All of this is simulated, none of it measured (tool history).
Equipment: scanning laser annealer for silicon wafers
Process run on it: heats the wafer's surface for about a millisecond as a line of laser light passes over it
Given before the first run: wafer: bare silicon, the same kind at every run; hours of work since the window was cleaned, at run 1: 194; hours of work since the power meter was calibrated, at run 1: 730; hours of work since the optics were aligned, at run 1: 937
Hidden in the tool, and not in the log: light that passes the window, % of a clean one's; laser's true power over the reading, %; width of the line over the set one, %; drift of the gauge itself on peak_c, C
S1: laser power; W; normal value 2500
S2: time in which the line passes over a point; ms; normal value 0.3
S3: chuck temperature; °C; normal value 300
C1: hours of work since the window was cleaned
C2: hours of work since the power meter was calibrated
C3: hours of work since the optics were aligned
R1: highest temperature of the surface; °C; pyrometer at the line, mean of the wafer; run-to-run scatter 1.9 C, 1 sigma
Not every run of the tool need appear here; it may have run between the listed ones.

run 1 hour=0 | S1=2500 S2=0.3 S3=300 | C1=194 C2=730 C3=937 | R1=1133
run 2 hour=30.3 | S1=2601 S2=0.3 S3=300 | C1=211 C2=748 C3=955 | R1=1170
run 3 hour=51.7 | S1=2500 S2=0.3 S3=329 | C1=224 C2=760 C3=968 | R1=1166
run 4 hour=80.3 | S1=2500 S2=0.3 S3=329 | C1=240 C2=777 C3=984 | R1=1161
run 5 hour=115 | S1=2500 S2=0.3 S3=329 | C1=261 C2=797 C3=1004 | R1=1162
run 6 hour=134.5 | S1=2500 S2=0.3 S3=329 | C1=272 C2=808 C3=1016 | R1=1160
run 7 hour=168.9 | S1=2500 S2=0.3 S3=329 | C1=292 C2=828 C3=1036 | R1=1159
run 8 hour=185.8 | S1=2574 S2=0.3 S3=300 | C1=302 C2=838 C3=1046 | R1=1159
run 9 hour=212.5 | S1=2574 S2=0.3 S3=300 | C1=317 C2=854 C3=1061 | R1=1157

Estimate the outcome of run 10 from the log above:
run 10 hour=244.7 | S1=2500 S2=0.322 S3=315 | C1=336 C2=873 C3=1080 | R1=?

Run 10 came out at R1 1182 °C.
Take away the tool's hidden state, keep the run-to-run variation as it was, and the same run would have given R1 1198 °C.
